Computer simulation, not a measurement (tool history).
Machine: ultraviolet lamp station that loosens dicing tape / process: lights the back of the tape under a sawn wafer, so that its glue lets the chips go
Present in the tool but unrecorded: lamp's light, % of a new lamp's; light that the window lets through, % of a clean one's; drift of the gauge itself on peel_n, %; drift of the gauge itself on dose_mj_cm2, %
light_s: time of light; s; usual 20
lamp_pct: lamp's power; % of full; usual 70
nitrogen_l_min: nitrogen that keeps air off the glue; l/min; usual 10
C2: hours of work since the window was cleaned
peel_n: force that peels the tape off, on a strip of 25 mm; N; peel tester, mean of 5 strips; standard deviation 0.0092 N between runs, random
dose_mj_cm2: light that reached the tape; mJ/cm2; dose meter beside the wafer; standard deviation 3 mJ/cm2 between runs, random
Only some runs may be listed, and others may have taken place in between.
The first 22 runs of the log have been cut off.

{"run": 23, "hour": 212.9, "light_s": 25, "lamp_pct": 70, "nitrogen_l_min": 3, "hours of work of the lamp": 302, "C2": 12, "peel_n": 0.858, "dose_mj_cm2": 509}
{"run": 24, "hour": 221.6, "light_s": 15, "lamp_pct": 71, "nitrogen_l_min": 3, "hours of work of the lamp": 309, "C2": 19, "peel_n": 2.192, "dose_mj_cm2": 305}
{"run": 25, "hour": 233.8, "light_s": 15, "lamp_pct": 71, "nitrogen_l_min": 3, "hours of work of the lamp": 319, "C2": 28, "peel_n": 2.347, "dose_mj_cm2": 303}
{"run": 26, "hour": 242.3, "light_s": 20, "lamp_pct": 70, "nitrogen_l_min": 5, "hours of work of the lamp": 325, "C2": 35, "peel_n": 0.952, "dose_mj_cm2": 399}
{"run": 27, "hour": 250.1, "light_s": 20, "lamp_pct": 70, "nitrogen_l_min": 5, "hours of work of the lamp": 331, "C2": 41, "peel_n": 0.938, "dose_mj_cm2": 398}
{"run": 28, "hour": 264.4, "light_s": 10, "lamp_pct": 89, "nitrogen_l_min": 10, "hours of work of the lamp": 343, "C2": 52, "peel_n": 1.378, "dose_mj_cm2": 245}
{"run": 29, "hour": 276.3, "light_s": 20, "lamp_pct": 91, "nitrogen_l_min": 15, "hours of work of the lamp": 352, "C2": 62, "peel_n": 0.21, "dose_mj_cm2": 512}
{"run": 30, "hour": 289.9, "light_s": 21, "lamp_pct": 70, "nitrogen_l_min": 10, "hours of work of the lamp": 363, "C2": 72, "peel_n": 0.46, "dose_mj_cm2": 408}
{"run": 31, "hour": 300.5, "light_s": 29, "lamp_pct": 70, "nitrogen_l_min": 6, "hours of work of the lamp": 371, "C2": 81, "peel_n": 0.38, "dose_mj_cm2": 548}
{"run": 32, "hour": 315.4, "light_s": 23, "lamp_pct": 68, "nitrogen_l_min": 15, "hours of work of the lamp": 383, "C2": 92, "peel_n": 0.292, "dose_mj_cm2": 424}
{"run": 33, "hour": 322.1, "light_s": 38, "lamp_pct": 81, "nitrogen_l_min": 12, "hours of work of the lamp": 388, "C2": 98, "peel_n": 0.151, "dose_mj_cm2": 830}
{"run": 34, "hour": 331.2, "light_s": 39, "lamp_pct": 66, "nitrogen_l_min": 19, "hours of work of the lamp": 395, "C2": 105, "peel_n": 0.164, "dose_mj_cm2": 693}

What does the tool deliver on the next run?
{"run": 35, "hour": 339.7, "light_s": 30, "lamp_pct": 67, "nitrogen_l_min": 10, "hours of work of the lamp": 402, "C2": 111, "peel_n": "?", "dose_mj_cm2": "?"}

peel_n: 0.25 N
dose_mj_cm2: 536 mJ/cm2
Without the tool's hidden state the same run would have given peel_n 0.197 N, dose_mj_cm2 627 mJ/cm2.
